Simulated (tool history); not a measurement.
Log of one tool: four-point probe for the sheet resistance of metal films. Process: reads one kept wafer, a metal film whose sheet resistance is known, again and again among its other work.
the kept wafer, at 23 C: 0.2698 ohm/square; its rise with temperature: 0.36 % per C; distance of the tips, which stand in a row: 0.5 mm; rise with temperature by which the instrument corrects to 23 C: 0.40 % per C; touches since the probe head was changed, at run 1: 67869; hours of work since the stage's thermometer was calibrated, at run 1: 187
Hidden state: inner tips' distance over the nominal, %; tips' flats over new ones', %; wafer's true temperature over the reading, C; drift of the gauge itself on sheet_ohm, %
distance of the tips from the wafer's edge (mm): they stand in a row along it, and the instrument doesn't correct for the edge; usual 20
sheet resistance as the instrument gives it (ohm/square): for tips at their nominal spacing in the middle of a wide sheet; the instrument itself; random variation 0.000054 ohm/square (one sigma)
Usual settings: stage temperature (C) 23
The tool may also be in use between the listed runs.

| run | hour | stage temperature (C) | distance of the tips from the wafer's edge (mm) | touches since the probe head was changed | hours of work since the stage's thermometer was calibrated | sheet resistance as the instrument gives it (ohm/square) |
|---|---|---|---|---|---|---|
| 1 | 0 | 23 | 20 | 67869 | 187 | 0.269823 |
| 2 | 31.3 | 23 | 20 | 68902 | 199 | 0.269893 |
| 3 | 58.2 | 23 | 20 | 69789 | 210 | 0.269847 |
| 4 | 74 | 23 | 20 | 70309 | 217 | 0.269785 |
|  | 81.9 | new probe head fitted |
| 5 | 106.8 | 23 | 20 | 823 | 229 | 0.269878 |
| 6 | 125.4 | 23 | 20 | 1435 | 237 | 0.269911 |
| 7 | 144.4 | 23 | 20 | 2062 | 244 | 0.269864 |
| 8 | 163.5 | 24 | 20 | 2692 | 252 | 0.269891 |
| 9 | 182.1 | 24 | 20 | 3305 | 260 | 0.269806 |
| 10 | 199.1 | 35 | 20 | 3869 | 266 | 0.268846 |
| 11 | 225.1 | 35 | 20 | 4724 | 277 | 0.268783 |
| 12 | 246.1 | 23 | 20 | 5418 | 285 | 0.269855 |
| 13 | 271.5 | 23 | 20 | 6255 | 295 | 0.26996 |
| 14 | 298.8 | 25 | 20 | 7157 | 306 | 0.269614 |
| 15 | 317.2 | 25 | 20 | 7764 | 314 | 0.269791 |
| 16 | 344.3 | 23 | 7 | 8659 | 325 | 0.270616 |
| 17 | 363.4 | 23 | 63 | 9289 | 332 | 0.269797 |
| 18 | 393.7 | 23 | 63 | 10289 | 344 | 0.269827 |
| 19 | 409.4 | 23 | 20 | 10807 | 351 | 0.269883 |
| 20 | 434.7 | 23 | 20 | 11642 | 361 | 0.269959 |
| 21 | 465.2 | 23 | 20 | 12646 | 373 | 0.269942 |
| 22 | 480.2 | 23 | 20 | 13142 | 379 | 0.269873 |
| 23 | 505.3 | 21 | 20 | 13970 | 389 | 0.27003 |
| 24 | 533.1 | 21 | 20 | 14886 | 400 | 0.270095 |
| 25 | 565.7 | 21 | 20 | 15962 | 413 | 0.270037 |
| 26 | 597.9 | 21 | 20 | 17026 | 426 | 0.270056 |
| 27 | 630.3 | 29 | 15 | 18096 | 439 | 0.269323 |
| 28 | 650.6 | 18 | 5 | 18764 | 448 | 0.271697 |
| 29 | 670.5 | 27 | 6 | 19421 | 456 | 0.270429 |
| 30 | 696.1 | 29 | 11 | 20266 | 466 | 0.269474 |
| 31 | 715.9 | 29 | 10 | 20919 | 474 | 0.269595 |
| 32 | 729.9 | 29 | 10 | 21379 | 479 | 0.269648 |
| 33 | 757.6 | 29 | 10 | 22293 | 490 | 0.269647 |
| 34 | 774.8 | 25 | 22 | 22862 | 497 | 0.269697 |
| 35 | 796.8 | 28 | 29 | 23589 | 506 | 0.269406 |
| 36 | 818.8 | 20 | 17 | 24313 | 515 | 0.270214 |
| 37 | 835.4 | 19 | 20 | 24863 | 522 | 0.270244 |
| 38 | 855.6 | 31 | 6 | 25528 | 530 | 0.270081 |
| 39 | 870 | 31 | 6 | 26004 | 536 | 0.27011 |
| 40 | 903.1 | 23 | 3 | 27096 | 549 | 0.273687 |
| 41 | 918 | 19 | 3 | 27586 | 555 | 0.274156 |
| 42 | 951.4 | 22 | 72 | 28688 | 568 | 0.269828 |
| 43 | 975.3 | 22 | 72 | 29477 | 578 | 0.269954 |
| 44 | 991.8 | 20 | 24 | 30021 | 584 | 0.270086 |
| 45 | 1022.5 | 20 | 3 | 31035 | 597 | 0.274091 |
| 46 | 1044.2 | 27 | 6 | 31751 | 606 | 0.270494 |

How the hidden state differs across the entries between the runs, from the last listed run before each to the first after it:
Between runs 4 and 5: new probe head fitted (hour 81.9)
  inner tips' distance over the nominal, %: -0.017 -> 0.005; tips' flats over new ones', %: 1 -> 0

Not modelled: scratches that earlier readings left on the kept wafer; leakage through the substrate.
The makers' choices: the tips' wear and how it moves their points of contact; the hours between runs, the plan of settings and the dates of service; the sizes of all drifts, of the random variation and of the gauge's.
